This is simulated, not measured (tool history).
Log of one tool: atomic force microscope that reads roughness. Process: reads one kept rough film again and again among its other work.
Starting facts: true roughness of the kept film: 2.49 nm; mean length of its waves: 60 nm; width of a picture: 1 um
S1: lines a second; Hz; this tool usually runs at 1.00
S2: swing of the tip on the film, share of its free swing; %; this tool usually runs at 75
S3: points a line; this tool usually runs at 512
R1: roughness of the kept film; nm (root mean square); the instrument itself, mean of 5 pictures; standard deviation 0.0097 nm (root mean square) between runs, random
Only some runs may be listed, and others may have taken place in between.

run	hour	S1	S2	S3	R1
1	0.0	1.00	75	512	2.324
2	27.6	1.00	75	299	2.326
3	41.7	1.32	75	512	2.300
4	55.1	1.00	75	512	2.306
5	70.4	1.00	75	512	2.323
6	96.7	1.00	69	512	2.370
7	115.3	1.00	75	512	2.324
8	138.6	1.00	75	512	2.315
9	165.2	1.00	75	512	2.341
10	191.4	1.00	75	512	2.325
11	218.8	1.00	57	512	2.427
12	242.1	1.00	75	309	2.335
13	258.5	1.00	75	309	2.326
14	275.7	1.00	75	309	2.319
15	300.4	1.00	75	512	2.324
16	313.6	0.51	83	513	2.354
17	325.7	1.08	89	345	2.223
18	339.9	1.08	60	684	2.401
19	354.0	1.08	60	684	2.398
20	379.6	1.08	60	684	2.395
21	397.3	1.08	60	684	2.409
22	409.5	3.84	75	436	2.048
23	433.9	3.84	75	436	2.050
24	446.3	0.56	65	512	2.427
25	469.8	0.56	65	512	2.431
26	483.5	0.56	65	267	2.399
27	498.5	2.91	76	512	2.122
28	514.3	1.00	67	958	2.361
29	539.6	1.68	66	460	2.338

Not shown here: 5 entries made in the log between runs. Locate each between two listed runs and compare the hidden state at the listed run before it with the hidden state at the listed run after it:
Run 1 -> run 2: new tip fitted (hour 6.8)
  radius of the tip, nm: 5.5 -> 5.1; height scale over the true one, %: -0.01 -> -0.02
Run 7 -> run 8: new tip fitted (hour 117.2)
  radius of the tip, nm: 5.5 -> 5.1; height scale over the true one, %: -0.02 -> -0.03
Run 11 -> run 12: new tip fitted (hour 227.5)
  radius of the tip, nm: 5.5 -> 5.1; height scale over the true one, %: -0.03 -> -0.04
Run 17 -> run 18: new tip fitted (hour 337.5)
  radius of the tip, nm: 5.5 -> 5
Run 23 -> run 24: new tip fitted (hour 446.3)
  radius of the tip, nm: 5.4 -> 5
